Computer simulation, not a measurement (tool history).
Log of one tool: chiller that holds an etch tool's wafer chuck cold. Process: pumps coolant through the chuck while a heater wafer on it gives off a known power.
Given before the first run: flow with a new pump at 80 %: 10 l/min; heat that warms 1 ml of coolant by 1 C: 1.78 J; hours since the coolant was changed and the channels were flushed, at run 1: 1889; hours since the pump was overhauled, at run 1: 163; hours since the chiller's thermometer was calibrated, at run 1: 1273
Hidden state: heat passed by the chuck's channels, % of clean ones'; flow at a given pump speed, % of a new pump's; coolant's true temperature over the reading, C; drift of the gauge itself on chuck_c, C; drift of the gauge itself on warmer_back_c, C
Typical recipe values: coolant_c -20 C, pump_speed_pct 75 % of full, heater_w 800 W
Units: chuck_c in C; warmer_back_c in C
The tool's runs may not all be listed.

run	day	coolant_c	pump_speed_pct	heater_w	hours since the coolant was changed and the channels were flushed	hours since the pump was overhauled	hours since the chiller's thermometer was calibrated	chuck_c	warmer_back_c
1	0.000	-20	75	800	1889	163	1273	-14.0	2.89
2	5.625	-20	75	800	2024	298	1408	-14.0	2.83
3	8.904	-20	75	800	2103	376	1487	-14.0	2.93
4	14.412	-20	75	800	2235	509	1619	-14.0	2.83
5	18.883	-20	75	800	2342	616	1727	-14.1	2.88
# day 19.171: chiller's thermometer calibrated
6	23.458	-20	75	654	2451	725	103	-15.1	2.35
7	26.842	-24	75	800	2532	806	184	-18.0	2.92
# day 29.854: chiller's thermometer calibrated, once more
8	32.162	-20	84	800	2659	933	55	-14.6	2.59
9	36.133	-20	84	800	2754	1028	151	-14.7	2.60
10	38.479	-16	75	457	2810	1084	207	-12.5	1.68
11	40.796	-15	77	776	2866	1140	263	-9.5	2.76
12	46.367	-11	70	995	3000	1273	396	-3.2	3.82
13	50.629	-11	70	995	3102	1376	499	-3.0	3.88
14	54.121	-13	78	988	3186	1459	582	-5.8	3.54

Pick out some run-to-run changes in chuck_c. Of each, how much would a tool without hidden state show as well, from the settings, what came in and chance, and how much is left for the hidden state and any gauge scatter not in both results compared?
Run 7 -> 8: coolant_c -24 -> -20, pump_speed_pct 75 -> 84, chiller's thermometer calibrated, once more. chuck_c +3.4 C: hidden state -0.2, all else +3.6.
Run 11 -> 12: coolant_c -15 -> -11, pump_speed_pct 77 -> 70, heater_w 776 -> 995. chuck_c +6.3 C: hidden state +0.1, all else +6.2.

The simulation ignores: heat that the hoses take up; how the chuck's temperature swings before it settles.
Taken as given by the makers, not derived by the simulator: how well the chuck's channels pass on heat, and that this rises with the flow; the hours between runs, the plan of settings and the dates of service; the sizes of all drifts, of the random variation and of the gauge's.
